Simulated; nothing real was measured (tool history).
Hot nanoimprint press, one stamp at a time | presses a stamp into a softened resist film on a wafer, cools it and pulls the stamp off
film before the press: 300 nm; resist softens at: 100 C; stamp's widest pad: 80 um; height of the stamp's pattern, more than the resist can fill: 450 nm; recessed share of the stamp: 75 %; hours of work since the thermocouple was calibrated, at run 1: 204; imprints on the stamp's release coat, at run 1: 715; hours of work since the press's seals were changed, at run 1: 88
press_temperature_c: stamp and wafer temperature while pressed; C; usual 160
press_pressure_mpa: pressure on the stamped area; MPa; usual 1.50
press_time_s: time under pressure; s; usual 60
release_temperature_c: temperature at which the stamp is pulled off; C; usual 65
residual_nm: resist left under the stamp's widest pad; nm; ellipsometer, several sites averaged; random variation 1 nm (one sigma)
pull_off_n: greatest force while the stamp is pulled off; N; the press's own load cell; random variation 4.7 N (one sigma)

run	hour	press_temperature_c	press_pressure_mpa	press_time_s	release_temperature_c	hours of work since the thermocouple was calibrated	imprints on the stamp's release coat	hours of work since the press's seals were changed	residual_nm	pull_off_n
1	0.0	160	1.50	60	65	204	715	88	148.1	254
2	8.7	160	1.50	60	65	209	743	92	147.3	261
3	14.1	160	1.50	60	60	211	760	95	148.3	285
4	20.9	160	1.50	60	65	215	781	99	148.0	255
5	26.1	160	1.50	60	65	218	798	101	146.3	255
6	32.8	160	1.26	60	65	221	819	105	162.2	264
7	40.6	160	1.26	60	65	225	844	109	162.8	268
8	45.5	160	1.26	60	65	228	859	111	161.7	266
9	52.5	160	1.26	60	61	231	882	115	161.7	282
10	58.8	160	1.50	60	65	235	902	118	146.6	262
11	66.9	160	1.50	60	65	239	927	122	148.0	261
12	76.4	160	1.50	60	65	244	958	127	148.9	266
13	82.5	168	1.50	60	65	247	977	131	112.2	260
14	87.5	160	1.50	60	65	250	993	133	148.4	263
15	94.2	160	1.50	60	65	253	1014	137	148.8	281
16	102.8	165	1.50	60	58	258	1041	141	125.3	304
17	111.5	167	2.23	43	72	262	1069	146	103.1	234
18	118.1	167	2.23	43	72	266	1090	149	104.2	232
19	125.5	160	2.23	60	66	269	1113	153	119.9	262
20	134.6	160	1.13	60	55	274	1142	158	172.1	328
21	139.9	160	1.13	60	55	277	1159	160	172.0	330
22	149.2	160	1.50	96	68	282	1188	165	127.1	252
23	156.1	160	1.50	78	65	285	1210	169	138.0	272
24	160.6	160	1.50	79	60	288	1225	171	135.8	313
25	167.6	160	1.50	79	60	291	1247	175	134.2	313
26	174.7	169	1.10	86	52	295	1269	179	116.0	354
27	179.6	158	1.25	67	66	298	1285	181	169.4	272
28	188.0	158	1.25	67	66	302	1312	185	170.8	273
29	196.1	158	1.25	67	66	306	1337	190	170.6	285

Measured less the same run without the tool's hidden state. The same run-to-run variation is in both; the gauge's scatter may not be:
The hidden state here: true temperature over the reading, C; pressure that arrives at the usual setting, %; grip of the stamp's worn release coat, % over a new coat's; drift of the gauge itself on residual_nm, %; drift of the gauge itself on pull_off_n, %.
run	residual_nm	pull_off_n
1	+4.1	+26
2	+4.2	+29
3	+4.2	+31
4	+4.3	+29
5	+4.3	+29
6	+4.5	+31
7	+4.6	+32
8	+4.6	+33
9	+4.7	+35
10	+4.7	+33
11	+4.7	+33
12	+4.8	+36
13	+3.7	+36
14	+4.9	+36
15	+5.0	+40
16	+4.3	+43
17	+3.9	+34
18	+4.0	+35
19	+4.9	+39
20	+5.5	+50
21	+5.5	+51
22	+4.9	+40
23	+5.3	+45
24	+5.3	+51
25	+5.3	+52
26	+4.1	+59
27	+6.1	+47
28	+6.2	+48
29	+6.2	+50
